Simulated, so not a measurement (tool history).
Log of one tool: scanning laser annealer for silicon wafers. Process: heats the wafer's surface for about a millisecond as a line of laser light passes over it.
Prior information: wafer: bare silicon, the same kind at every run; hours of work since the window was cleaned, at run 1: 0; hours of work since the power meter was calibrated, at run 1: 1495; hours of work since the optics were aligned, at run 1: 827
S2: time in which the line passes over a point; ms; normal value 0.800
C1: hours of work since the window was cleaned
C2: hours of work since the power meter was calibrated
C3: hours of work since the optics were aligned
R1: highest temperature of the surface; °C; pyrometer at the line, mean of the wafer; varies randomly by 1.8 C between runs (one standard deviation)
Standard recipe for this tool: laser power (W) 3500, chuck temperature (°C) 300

run 1 hour=0.0 | laser_power_(W)=3500 S2=0.800 chuck_temperature_(°C)=300 | C1=0 C2=1495 C3=827 | R1=1048
run 2 hour=68.3 | laser_power_(W)=3500 S2=0.800 chuck_temperature_(°C)=300 | C1=46 C2=1542 C3=873 | R1=1043
run 3 hour=116.0 | laser_power_(W)=3500 S2=0.800 chuck_temperature_(°C)=300 | C1=79 C2=1574 C3=905 | R1=1043
run 4 hour=197.1 | laser_power_(W)=3500 S2=0.800 chuck_temperature_(°C)=300 | C1=134 C2=1629 C3=960 | R1=1036
run 5 hour=265.6 | laser_power_(W)=3500 S2=0.800 chuck_temperature_(°C)=300 | C1=180 C2=1676 C3=1007 | R1=1034
run 6 hour=322.6 | laser_power_(W)=3500 S2=0.800 chuck_temperature_(°C)=337 | C1=219 C2=1714 C3=1046 | R1=1066
-- hour=401.8 optics aligned, line set to its width
run 7 hour=403.2 | laser_power_(W)=3500 S2=0.800 chuck_temperature_(°C)=300 | C1=270 C2=1766 C3=1 | R1=1030
run 8 hour=459.6 | laser_power_(W)=3500 S2=0.800 chuck_temperature_(°C)=300 | C1=309 C2=1804 C3=39 | R1=1029
run 9 hour=519.7 | laser_power_(W)=3500 S2=0.800 chuck_temperature_(°C)=300 | C1=350 C2=1845 C3=80 | R1=1024
-- hour=527.9 window over the wafer cleaned
run 10 hour=578.2 | laser_power_(W)=3500 S2=0.800 chuck_temperature_(°C)=300 | C1=34 C2=1883 C3=118 | R1=1054
run 11 hour=610.8 | laser_power_(W)=3500 S2=0.800 chuck_temperature_(°C)=300 | C1=56 C2=1905 C3=141 | R1=1049
run 12 hour=673.6 | laser_power_(W)=3500 S2=0.716 chuck_temperature_(°C)=300 | C1=99 C2=1948 C3=183 | R1=1006
run 13 hour=732.6 | laser_power_(W)=3500 S2=0.716 chuck_temperature_(°C)=300 | C1=139 C2=1988 C3=223 | R1=1004
run 14 hour=795.1 | laser_power_(W)=3500 S2=0.716 chuck_temperature_(°C)=300 | C1=181 C2=2030 C3=266 | R1=999
run 15 hour=844.7 | laser_power_(W)=3500 S2=0.869 chuck_temperature_(°C)=300 | C1=215 C2=2064 C3=299 | R1=1069
run 16 hour=924.9 | laser_power_(W)=3500 S2=0.869 chuck_temperature_(°C)=300 | C1=270 C2=2119 C3=354 | R1=1066
run 17 hour=996.5 | laser_power_(W)=3500 S2=0.800 chuck_temperature_(°C)=300 | C1=318 C2=2167 C3=403 | R1=1032
run 18 hour=1030.6 | laser_power_(W)=3500 S2=0.800 chuck_temperature_(°C)=300 | C1=341 C2=2190 C3=426 | R1=1027
-- hour=1049.0 window over the wafer cleaned
run 19 hour=1085.1 | laser_power_(W)=3500 S2=0.800 chuck_temperature_(°C)=300 | C1=24 C2=2226 C3=461 | R1=1053
run 20 hour=1162.9 | laser_power_(W)=3500 S2=0.920 chuck_temperature_(°C)=300 | C1=77 C2=2279 C3=514 | R1=1104
run 21 hour=1202.3 | laser_power_(W)=3500 S2=0.631 chuck_temperature_(°C)=300 | C1=104 C2=2306 C3=541 | R1=957
run 22 hour=1237.8 | laser_power_(W)=3844 S2=0.800 chuck_temperature_(°C)=290 | C1=128 C2=2330 C3=565 | R1=1108
run 23 hour=1311.8 | laser_power_(W)=3844 S2=0.800 chuck_temperature_(°C)=290 | C1=178 C2=2380 C3=615 | R1=1101
run 24 hour=1369.0 | laser_power_(W)=3844 S2=0.800 chuck_temperature_(°C)=290 | C1=217 C2=2419 C3=654 | R1=1098
run 25 hour=1413.7 | laser_power_(W)=3670 S2=0.629 chuck_temperature_(°C)=272 | C1=248 C2=2449 C3=685 | R1=949
run 26 hour=1475.1 | laser_power_(W)=3578 S2=0.629 chuck_temperature_(°C)=272 | C1=289 C2=2491 C3=726 | R1=928
run 27 hour=1527.6 | laser_power_(W)=3578 S2=0.629 chuck_temperature_(°C)=272 | C1=325 C2=2526 C3=762 | R1=927
-- hour=1568.2 window over the wafer cleaned
run 28 hour=1591.7 | laser_power_(W)=3578 S2=0.629 chuck_temperature_(°C)=272 | C1=16 C2=2569 C3=804 | R1=952
run 29 hour=1640.1 | laser_power_(W)=3578 S2=0.629 chuck_temperature_(°C)=272 | C1=49 C2=2602 C3=837 | R1=947
run 30 hour=1693.9 | laser_power_(W)=3067 S2=0.747 chuck_temperature_(°C)=290 | C1=85 C2=2638 C3=873 | R1=919
run 31 hour=1765.9 | laser_power_(W)=3067 S2=0.747 chuck_temperature_(°C)=290 | C1=134 C2=2687 C3=922 | R1=914
run 32 hour=1824.6 | laser_power_(W)=3067 S2=0.747 chuck_temperature_(°C)=290 | C1=174 C2=2727 C3=962 | R1=914
run 33 hour=1884.9 | laser_power_(W)=3500 S2=0.800 chuck_temperature_(°C)=269 | C1=215 C2=2768 C3=1003 | R1=1000
run 34 hour=1930.1 | laser_power_(W)=3500 S2=0.800 chuck_temperature_(°C)=269 | C1=246 C2=2799 C3=1034 | R1=1001
run 35 hour=1997.4 | laser_power_(W)=3489 S2=0.962 chuck_temperature_(°C)=330 | C1=292 C2=2844 C3=1080 | R1=1128
-- hour=2032.0 optics aligned, line set to its width
run 36 hour=2049.4 | laser_power_(W)=3500 S2=0.655 chuck_temperature_(°C)=300 | C1=323 C2=2876 C3=12 | R1=958
-- hour=2096.6 window over the wafer cleaned
run 37 hour=2099.7 | laser_power_(W)=3500 S2=0.655 chuck_temperature_(°C)=300 | C1=2 C2=2909 C3=45 | R1=985
run 38 hour=2135.6 | laser_power_(W)=3500 S2=0.800 chuck_temperature_(°C)=295 | C1=27 C2=2933 C3=69 | R1=1046
run 39 hour=2201.7 | laser_power_(W)=3793 S2=0.800 chuck_temperature_(°C)=334 | C1=71 C2=2978 C3=114 | R1=1153
run 40 hour=2282.4 | laser_power_(W)=3378 S2=0.758 chuck_temperature_(°C)=328 | C1=126 C2=3033 C3=169 | R1=1030

5 options for the next run, each taken on its own from the tool as it stands now. Forecast them:
run A hour=2319.8 | laser_power_(W)=3500 S2=0.800 chuck_temperature_(°C)=310 | C1=152 C2=3058 C3=194 | R1=?
run B hour=2319.8 | laser_power_(W)=3584 S2=0.800 chuck_temperature_(°C)=300 | C1=152 C2=3058 C3=194 | R1=?
run C hour=2319.8 | laser_power_(W)=3500 S2=0.800 chuck_temperature_(°C)=276 | C1=152 C2=3058 C3=194 | R1=?
run D hour=2319.8 | laser_power_(W)=3651 S2=0.675 chuck_temperature_(°C)=299 | C1=152 C2=3058 C3=194 | R1=?
run E hour=2319.8 | laser_power_(W)=3378 S2=0.934 chuck_temperature_(°C)=328 | C1=152 C2=3058 C3=194 | R1=?

run=A R1=1060
run=B R1=1064
run=C R1=1024
run=D R1=1013
run=E R1=1110
What these runs would have given with no unlogged condition in the tool:
run=A R1=1064
run=B R1=1069
run=C R1=1029
run=D R1=1017
run=E R1=1114
